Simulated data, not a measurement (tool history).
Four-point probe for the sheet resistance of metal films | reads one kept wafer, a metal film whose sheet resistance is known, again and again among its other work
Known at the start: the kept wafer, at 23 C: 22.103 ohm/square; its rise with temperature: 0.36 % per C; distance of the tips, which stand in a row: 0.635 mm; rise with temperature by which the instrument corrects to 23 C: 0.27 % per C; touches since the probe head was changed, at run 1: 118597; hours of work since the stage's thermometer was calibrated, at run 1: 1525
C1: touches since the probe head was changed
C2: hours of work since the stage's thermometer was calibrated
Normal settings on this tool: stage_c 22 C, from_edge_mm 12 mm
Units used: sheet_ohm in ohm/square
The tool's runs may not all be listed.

{"run": 1, "hour": 0.0, "stage_c": 22, "from_edge_mm": 12, "C1": 118597, "C2": 1525, "sheet_ohm": 22.194798}
{"run": 2, "hour": 79.0, "stage_c": 22, "from_edge_mm": 12, "C1": 124005, "C2": 1586, "sheet_ohm": 22.20529}
{"run": 3, "hour": 126.1, "stage_c": 29, "from_edge_mm": 12, "C1": 127228, "C2": 1623, "sheet_ohm": 22.347519}
{"run": 4, "hour": 168.9, "stage_c": 22, "from_edge_mm": 5, "C1": 130151, "C2": 1656, "sheet_ohm": 22.368147}
{"run": 5, "hour": 245.5, "stage_c": 22, "from_edge_mm": 5, "C1": 135393, "C2": 1716, "sheet_ohm": 22.365188}
{"run": 6, "hour": 328.9, "stage_c": 22, "from_edge_mm": 6, "C1": 141098, "C2": 1781, "sheet_ohm": 22.320571}
{"run": 7, "hour": 400.9, "stage_c": 22, "from_edge_mm": 63, "C1": 146023, "C2": 1837, "sheet_ohm": 22.194722}
{"run": 8, "hour": 492.2, "stage_c": 22, "from_edge_mm": 63, "C1": 152273, "C2": 1909, "sheet_ohm": 22.189784}
{"run": 9, "hour": 578.8, "stage_c": 22, "from_edge_mm": 63, "C1": 158197, "C2": 1976, "sheet_ohm": 22.205635}
{"hour": 651.3, "done": "stage's thermometer calibrated"}
{"run": 10, "hour": 673.0, "stage_c": 22, "from_edge_mm": 12, "C1": 164610, "C2": 17, "sheet_ohm": 22.28055}
{"run": 11, "hour": 749.1, "stage_c": 27, "from_edge_mm": 30, "C1": 169816, "C2": 76, "sheet_ohm": 22.352901}
{"run": 12, "hour": 813.4, "stage_c": 34, "from_edge_mm": 12, "C1": 174214, "C2": 126, "sheet_ohm": 22.528605}
{"run": 13, "hour": 889.6, "stage_c": 34, "from_edge_mm": 12, "C1": 179426, "C2": 186, "sheet_ohm": 22.528973}
{"run": 14, "hour": 930.2, "stage_c": 29, "from_edge_mm": 5, "C1": 182205, "C2": 218, "sheet_ohm": 22.595023}
{"run": 15, "hour": 1000.3, "stage_c": 22, "from_edge_mm": 13, "C1": 186999, "C2": 272, "sheet_ohm": 22.294356}
{"run": 16, "hour": 1076.8, "stage_c": 32, "from_edge_mm": 14, "C1": 192235, "C2": 332, "sheet_ohm": 22.493973}
{"hour": 1116.4, "done": "stage's thermometer calibrated, once more"}
{"hour": 1141.7, "done": "new probe head fitted"}
{"run": 17, "hour": 1161.9, "stage_c": 35, "from_edge_mm": 6, "C1": 1380, "C2": 35, "sheet_ohm": 22.442764}
{"run": 18, "hour": 1205.6, "stage_c": 35, "from_edge_mm": 6, "C1": 4373, "C2": 69, "sheet_ohm": 22.443167}
{"run": 19, "hour": 1289.8, "stage_c": 25, "from_edge_mm": 3, "C1": 10133, "C2": 135, "sheet_ohm": 22.63345}

Branching from run 19: 5 alternative next runs. What would each branch give?
{"run": "A", "hour": 1365.5, "stage_c": 34, "from_edge_mm": 8, "C1": 15308, "C2": 194, "sheet_ohm": "?"}
{"run": "B", "hour": 1365.5, "stage_c": 28, "from_edge_mm": 3, "C1": 15308, "C2": 194, "sheet_ohm": "?"}
{"run": "C", "hour": 1365.5, "stage_c": 22, "from_edge_mm": 4, "C1": 15308, "C2": 194, "sheet_ohm": "?"}
{"run": "D", "hour": 1365.5, "stage_c": 19, "from_edge_mm": 3, "C1": 15308, "C2": 194, "sheet_ohm": "?"}
{"run": "E", "hour": 1365.5, "stage_c": 26, "from_edge_mm": 34, "C1": 15308, "C2": 194, "sheet_ohm": "?"}

run=A sheet_ohm=22.369601
run=B sheet_ohm=22.701985
run=C sheet_ohm=22.349005
run=D sheet_ohm=22.506580
run=E sheet_ohm=22.133430
Take away the tool's hidden state, keep each run's random variation, and the runs would have read:
run=A sheet_ohm=22.399040
run=B sheet_ohm=22.731651
run=C sheet_ohm=22.378084
run=D sheet_ohm=22.535754
run=E sheet_ohm=22.162369
